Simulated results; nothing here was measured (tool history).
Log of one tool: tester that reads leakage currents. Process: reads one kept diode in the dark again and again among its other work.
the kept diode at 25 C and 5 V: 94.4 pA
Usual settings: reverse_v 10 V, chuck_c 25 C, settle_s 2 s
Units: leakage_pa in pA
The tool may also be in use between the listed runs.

| run | day | reverse_v | chuck_c | settle_s | leakage_pa |
|---|---|---|---|---|---|
| 1 | 0 | 10 | 25 | 2 | 139.35 |
| 2 | 0.838 | 10 | 25 | 2 | 139.92 |
| 3 | 1.988 | 10 | 25 | 2 | 139.93 |
| 4 | 2.762 | 10 | 25 | 7.94 | 139.31 |
| 5 | 3.358 | 10 | 25 | 4.61 | 140.22 |
| 6 | 4.288 | 10 | 25 | 2.52 | 139.01 |
| 7 | 5.533 | 10 | 25 | 2.52 | 139.87 |
| 8 | 6.283 | 10 | 25 | 2.52 | 140 |
| 9 | 7.362 | 10 | 25 | 2.52 | 140.14 |
| 10 | 8.638 | 10 | 25 | 2.52 | 137.53 |
| 11 | 9.883 | 10 | 25 | 2.47 | 138.13 |
| 12 | 11.092 | 10 | 25 | 2.47 | 137.55 |
| 13 | 11.921 | 4 | 25 | 2 | 91.61 |
| 14 | 12.475 | 10 | 25 | 2 | 137.71 |
| 15 | 13.721 | 10 | 25 | 2 | 137.42 |
| 16 | 14.392 | 10 | 25 | 2 | 138.13 |
| 17 | 14.912 | 1.7 | 25 | 2 | 64.1 |
| 18 | 15.758 | 1.7 | 25 | 2 | 64.23 |
| 19 | 16.825 | 2 | 39 | 1.8 | 196.91 |
| 20 | 17.833 | 2 | 39 | 1.8 | 197.26 |
| 21 | 18.883 | 6.8 | 34 | 3.22 | 227.39 |
| 22 | 19.638 | 1.9 | 38 | 3.22 | 180.75 |
| 23 | 20.888 | 8.5 | 53 | 0.67 | 948.67 |
| 24 | 21.754 | 3.2 | 33 | 0.41 | 154.03 |
| 25 | 23.021 | 4.7 | 33 | 1 | 181.15 |
| 26 | 24.188 | 10 | 26 | 1.81 | 148.91 |
| 27 | 24.979 | 10 | 25 | 0.42 | 139.6 |
| 28 | 26.046 | 10 | 31 | 2 | 216.26 |
| 29 | 26.867 | 19.4 | 20 | 2 | 132.74 |
| 30 | 27.396 | 8.2 | 48 | 2 | 666.54 |
| 31 | 28.688 | 1.3 | 40 | 0.66 | 179.15 |
| 32 | 29.496 | 10 | 27 | 0.83 | 161 |
| 33 | 30.179 | 10 | 27 | 0.83 | 161.85 |
| 34 | 31.088 | 10 | 27 | 0.83 | 162.4 |
| 35 | 32.221 | 9.8 | 48 | 1.04 | 718.15 |
| 36 | 33.3 | 9.8 | 48 | 1.04 | 714.7 |

Taken out of this log: 3 entries between the listed runs. Where each belongs, and how the hidden state differs across it:
Between runs 9 and 10: chuck's temperature calibrated (day 8.471)
  stray current of the dirty probe card, pA a volt: 1.044 -> 1.05; true chuck temperature over the reading, C: 0.44 -> 0.17
  measured less the result without the state, leakage_pa: +14.83 -> +12.13 pA
Between runs 15 and 16: tester calibrated (day 13.867)
  stray current of the dirty probe card, pA a volt: 1.076 -> 1.079; current scale over the true one, %: 0.09 -> 0.14
  measured less the result without the state, leakage_pa: +12.49 -> +12.68 pA
Between runs 20 and 21: tester calibrated, once more (day 18.7)
  stray current of the dirty probe card, pA a volt: 1.097 -> 1.102; current scale over the true one, %: 0.15 -> -0.03; true chuck temperature over the reading, C: 0.19 -> 0.2
  measured less the result without the state, leakage_pa: +5.2 -> +10.55 pA
